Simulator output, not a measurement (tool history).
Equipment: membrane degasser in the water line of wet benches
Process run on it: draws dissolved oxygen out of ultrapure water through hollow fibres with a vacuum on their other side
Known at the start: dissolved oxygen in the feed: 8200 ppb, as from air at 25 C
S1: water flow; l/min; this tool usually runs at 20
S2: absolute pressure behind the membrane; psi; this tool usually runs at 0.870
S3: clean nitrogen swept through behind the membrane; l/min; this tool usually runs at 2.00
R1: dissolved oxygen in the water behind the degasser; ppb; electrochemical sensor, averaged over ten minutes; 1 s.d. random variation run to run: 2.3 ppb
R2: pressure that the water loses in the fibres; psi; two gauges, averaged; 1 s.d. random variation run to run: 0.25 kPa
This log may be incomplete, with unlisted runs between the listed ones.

| run | hour | S1 | S2 | S3 | R1 | R2 |
|---|---|---|---|---|---|---|
| 1 | 0.0 | 20 | 0.870 | 2.00 | 236.3 | 9.541 |
| 2 | 42.5 | 20 | 0.870 | 2.00 | 233.7 | 9.490 |
| 3 | 73.6 | 20 | 0.870 | 2.00 | 235.7 | 9.514 |
| 4 | 109.7 | 20 | 0.870 | 2.00 | 235.4 | 9.559 |
| 5 | 181.3 | 20 | 0.870 | 2.00 | 239.1 | 9.459 |
| 6 | 242.1 | 20 | 0.870 | 2.00 | 236.9 | 9.481 |
| 7 | 295.2 | 15 | 0.870 | 2.00 | 116.4 | 7.063 |
| 8 | 366.1 | 15 | 0.870 | 2.00 | 115.3 | 7.118 |
| 9 | 425.1 | 14 | 0.870 | 2.00 | 95.8 | 6.649 |
| 10 | 497.3 | 20 | 0.870 | 1.26 | 270.7 | 9.478 |
| 11 | 541.1 | 20 | 0.847 | 1.86 | 239.5 | 9.501 |
| 12 | 611.5 | 26 | 1.018 | 1.16 | 533.1 | 12.346 |
|  | 615.4 | vacuum gauge calibrated |
| 13 | 679.8 | 26 | 1.018 | 1.16 | 532.1 | 12.330 |
| 14 | 721.8 | 16 | 0.870 | 2.00 | 136.6 | 7.604 |
| 15 | 779.5 | 16 | 0.870 | 2.00 | 138.9 | 7.628 |
| 16 | 825.2 | 17 | 1.102 | 1.01 | 271.9 | 8.115 |
| 17 | 891.8 | 27 | 1.102 | 1.57 | 557.4 | 12.843 |
| 18 | 934.1 | 27 | 1.102 | 1.57 | 558.1 | 12.826 |
|  | 956.1 | vacuum gauge calibrated, once more |
| 19 | 971.1 | 27 | 1.102 | 1.57 | 549.0 | 12.814 |
| 20 | 1040.6 | 27 | 1.102 | 1.57 | 552.2 | 12.821 |

4 options for the next run, each taken on its own from the tool as it stands now. Forecast them:
| A | 1083.9 | 16 | 0.812 | 4.31 | ? | ? |
| B | 1083.9 | 15 | 0.870 | 5.39 | ? | ? |
| C | 1083.9 | 28 | 1.227 | 3.82 | ? | ? |
| D | 1083.9 | 18 | 0.870 | 2.00 | ? | ? |

| run | R1 | R2 |
|---|---|---|
| A | 101.7 | 7.613 |
| B | 82.7 | 7.175 |
| C | 518.2 | 13.329 |
| D | 185.2 | 8.615 |
The same runs, with their run-to-run variation unchanged, on a tool lacking any hidden condition would have given:
| run | R1 | R2 |
|---|---|---|
| A | 96.4 | 7.519 |
| B | 78.3 | 7.087 |
| C | 501.2 | 13.164 |
| D | 177.0 | 8.509 |
